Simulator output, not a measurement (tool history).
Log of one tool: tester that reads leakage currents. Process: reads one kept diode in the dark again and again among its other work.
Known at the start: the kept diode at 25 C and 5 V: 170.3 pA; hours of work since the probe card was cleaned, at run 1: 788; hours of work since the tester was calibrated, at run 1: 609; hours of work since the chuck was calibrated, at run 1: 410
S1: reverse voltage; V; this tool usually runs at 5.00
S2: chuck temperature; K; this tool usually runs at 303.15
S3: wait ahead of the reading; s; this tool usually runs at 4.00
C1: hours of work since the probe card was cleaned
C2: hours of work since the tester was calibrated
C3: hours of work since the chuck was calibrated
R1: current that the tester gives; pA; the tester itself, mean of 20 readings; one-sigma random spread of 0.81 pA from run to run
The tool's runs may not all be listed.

Run 1, hour 0.0: usual settings; C1 788; C2 609; C3 410. Result: R1 314.09 pA.
Run 2, hour 43.9: usual settings; C1 819; C2 640; C3 442. Result: R1 318.72 pA.
Run 3, hour 76.4: usual settings; C1 843; C2 664; C3 465. Result: R1 321.61 pA.
Run 4, hour 120.8: usual settings; C1 874; C2 695; C3 497. Result: R1 323.81 pA.
Run 5, hour 162.0: usual settings; C1 904; C2 725; C3 526. Result: R1 327.70 pA.
Run 6, hour 188.0: usual settings; C1 922; C2 743; C3 545. Result: R1 330.89 pA.
At hour 207.2: chuck's temperature calibrated.
Run 7, hour 220.2: usual settings; C1 944; C2 765; C3 9. Result: R1 275.68 pA.
Run 8, hour 252.7: usual settings; C1 967; C2 788; C3 33. Result: R1 276.83 pA.
Run 9, hour 297.3: usual settings; C1 999; C2 820; C3 64. Result: R1 279.08 pA.
Run 10, hour 319.3: usual settings; C1 1015; C2 836; C3 80. Result: R1 281.45 pA.
Run 11, hour 342.8: usual settings; C1 1032; C2 853; C3 97. Result: R1 283.46 pA.
Run 12, hour 388.6: usual settings; C1 1064; C2 885; C3 130. Result: R1 286.42 pA.
Run 13, hour 416.6: usual settings; C1 1084; C2 906; C3 150. Result: R1 289.98 pA.
Run 14, hour 453.7: usual settings; C1 1111; C2 932; C3 176. Result: R1 292.15 pA.
Run 15, hour 484.1: usual settings; C1 1133; C2 954; C3 198. Result: R1 295.06 pA.
Run 16, hour 504.1: usual settings; C1 1147; C2 968; C3 212. Result: R1 295.36 pA.
Run 17, hour 538.2: usual settings; C1 1171; C2 993; C3 237. Result: R1 295.86 pA.
Run 18, hour 558.5: usual settings but S2 299.15 K; C1 1186; C2 1007; C3 251. Result: R1 209.64 pA.
Run 19, hour 592.7: usual settings; C1 1210; C2 1031; C3 276. Result: R1 299.97 pA.
Run 20, hour 629.0: usual settings; C1 1236; C2 1057; C3 302. Result: R1 303.06 pA.
Run 21, hour 650.1: usual settings but S1 7.43 V, S2 329.15 K, S3 5.76 s; C1 1251; C2 1072; C3 317. Result: R1 3144.77 pA.
Run 22, hour 692.4: usual settings but S1 1.19 V, S2 300.15 K, S3 8.48 s; C1 1282; C2 1103; C3 347. Result: R1 116.69 pA.
Run 23, hour 719.3: usual settings but S1 1.25 V, S2 300.15 K, S3 8.48 s; C1 1301; C2 1122; C3 366. Result: R1 120.57 pA.
Run 24, hour 765.2: usual settings but S1 2.90 V, S2 295.15 K, S3 8.48 s; C1 1334; C2 1155; C3 399. Result: R1 116.70 pA.
Run 25, hour 790.5: usual settings but S1 2.90 V, S2 295.15 K, S3 8.48 s; C1 1352; C2 1173; C3 417. Result: R1 117.80 pA.
Run 26, hour 827.4: usual settings but S1 1.65 V, S3 1.96 s; C1 1378; C2 1199; C3 444. Result: R1 185.60 pA.
Run 27, hour 862.5: usual settings but S1 6.60 V, S2 332.15 K; C1 1403; C2 1224; C3 469. Result: R1 3883.68 pA.
Run 28, hour 889.6: usual settings but S1 14.25 V, S2 302.15 K; C1 1423; C2 1244; C3 488. Result: R1 496.03 pA.
Run 29, hour 927.2: usual settings but S1 14.25 V, S2 306.15 K; C1 1450; C2 1271; C3 515. Result: R1 710.73 pA.
Run 30, hour 961.9: usual settings but S1 3.33 V, S3 0.51 s; C1 1475; C2 1296; C3 540. Result: R1 270.65 pA.
At hour 991.0: chuck's temperature calibrated.
Run 31, hour 1000.0: usual settings but S1 3.33 V, S3 0.51 s; C1 1500; C2 1321; C3 6. Result: R1 230.24 pA.
Run 32, hour 1026.0: usual settings but S1 18.79 V, S3 1.94 s; C1 1519; C2 1340; C3 25. Result: R1 545.00 pA.
Run 33, hour 1045.1: usual settings but S1 3.72 V, S2 317.15 K, S3 0.87 s; C1 1533; C2 1354; C3 39. Result: R1 805.72 pA.
Run 34, hour 1073.4: usual settings but S1 3.72 V, S2 317.15 K, S3 0.87 s; C1 1553; C2 1374; C3 59. Result: R1 810.99 pA.
Run 35, hour 1096.9: usual settings but S1 4.89 V, S2 323.15 K, S3 0.80 s; C1 1570; C2 1391; C3 76. Result: R1 1515.85 pA.
Run 36, hour 1139.2: usual settings but S1 4.89 V, S2 323.15 K, S3 0.80 s; C1 1600; C2 1421; C3 106. Result: R1 1538.17 pA.
Run 37, hour 1181.9: usual settings but S1 4.89 V, S2 323.15 K, S3 0.80 s; C1 1630; C2 1452; C3 137. Result: R1 1533.79 pA.
Run 38, hour 1214.3: usual settings but S1 4.89 V, S2 301.15 K, S3 4.99 s; C1 1654; C2 1475; C3 160. Result: R1 243.25 pA.
Run 39, hour 1255.4: usual settings but S1 4.89 V, S2 301.15 K, S3 4.99 s; C1 1683; C2 1504; C3 189. Result: R1 244.51 pA.
Run 40, hour 1284.3: usual settings but S1 19.62 V; C1 1704; C2 1525; C3 210. Result: R1 591.51 pA.

Subtracting, for every run, the result it would have given without the tool's unlogged condition from the measured result gives the following. The same run-to-run variation enters both numbers; the gauge's scatter may not:
Hidden state at play: stray current of the dirty probe card, pA a volt; current scale over the true one, %; true chuck temperature over the reading, C; drift of the gauge itself on leakage_pa, %.
run       R1
  1   +43.94
  2   +47.43
  3   +50.18
  4   +53.47
  5   +56.56
  6   +58.90
  7    +4.86
  8    +6.98
  9   +10.04
 10   +11.66
 11   +13.29
 12   +16.45
 13   +18.78
 14   +21.17
 15   +23.28
 16   +24.50
 17   +26.84
 18   +22.19
 19   +30.53
 20   +33.23
 21  +263.26
 22   +13.62
 23   +14.79
 24   +18.04
 25   +18.86
 26   +26.29
 27  +461.19
 28   +90.03
 29  +123.97
 30   +46.81
 31    +5.29
 32   +33.89
 33   +13.39
 34   +18.63
 35   +38.85
 36   +52.66
 37   +65.34
 38   +20.12
 39   +22.47
 40   +71.78
